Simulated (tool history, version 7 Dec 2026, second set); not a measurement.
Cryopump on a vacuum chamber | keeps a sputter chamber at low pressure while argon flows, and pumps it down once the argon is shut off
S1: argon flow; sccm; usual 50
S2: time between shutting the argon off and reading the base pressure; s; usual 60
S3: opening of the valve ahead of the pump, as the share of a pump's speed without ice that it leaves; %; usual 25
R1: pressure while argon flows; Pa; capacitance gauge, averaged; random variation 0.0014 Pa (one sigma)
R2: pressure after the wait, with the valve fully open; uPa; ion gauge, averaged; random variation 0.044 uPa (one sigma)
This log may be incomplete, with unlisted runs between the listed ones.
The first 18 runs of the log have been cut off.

run,hour,S1,S2,S3,R1,R2
19,411.3,50,27,60,0.1471,9.41
20,441.4,75,58,18,0.6933,7.06
21,457.1,73,31,25,0.4893,8.99
22,471.1,80,62,19,0.7007,6.91
23,484.6,50,117,44,0.197,5.8
24,511.5,50,117,44,0.1986,5.91
# hour 535: leaking fittings of the chamber tightened, without venting
25,535,50,117,44,0.1993,1.54
26,559.8,50,117,44,0.2004,1.56
27,573.3,50,117,44,0.1995,1.59
28,595.4,50,26,31,0.2782,5.91
29,622.8,73,80,45,0.2904,2.22
30,644.6,50,23,18,0.466,6.55
31,670.7,50,23,18,0.4702,6.84
32,697.7,50,190,24,0.3588,1.39
33,716.8,63,48,20,0.5369,3.62

Below are 3 alternative next runs, each starting from the tool's condition after run 33. Predict each:
A,734.7,25,52,50,?,?
B,734.7,26,60,25,?,?
C,734.7,50,64,25,?,?

run,R1,R2
A,0.0925,3.44
B,0.1792,3.09
C,0.3446,2.89
Without the tool's hidden state the same runs would have given:
run,R1,R2
A,0.0808,2.92
B,0.167,2.57
C,0.3213,2.38

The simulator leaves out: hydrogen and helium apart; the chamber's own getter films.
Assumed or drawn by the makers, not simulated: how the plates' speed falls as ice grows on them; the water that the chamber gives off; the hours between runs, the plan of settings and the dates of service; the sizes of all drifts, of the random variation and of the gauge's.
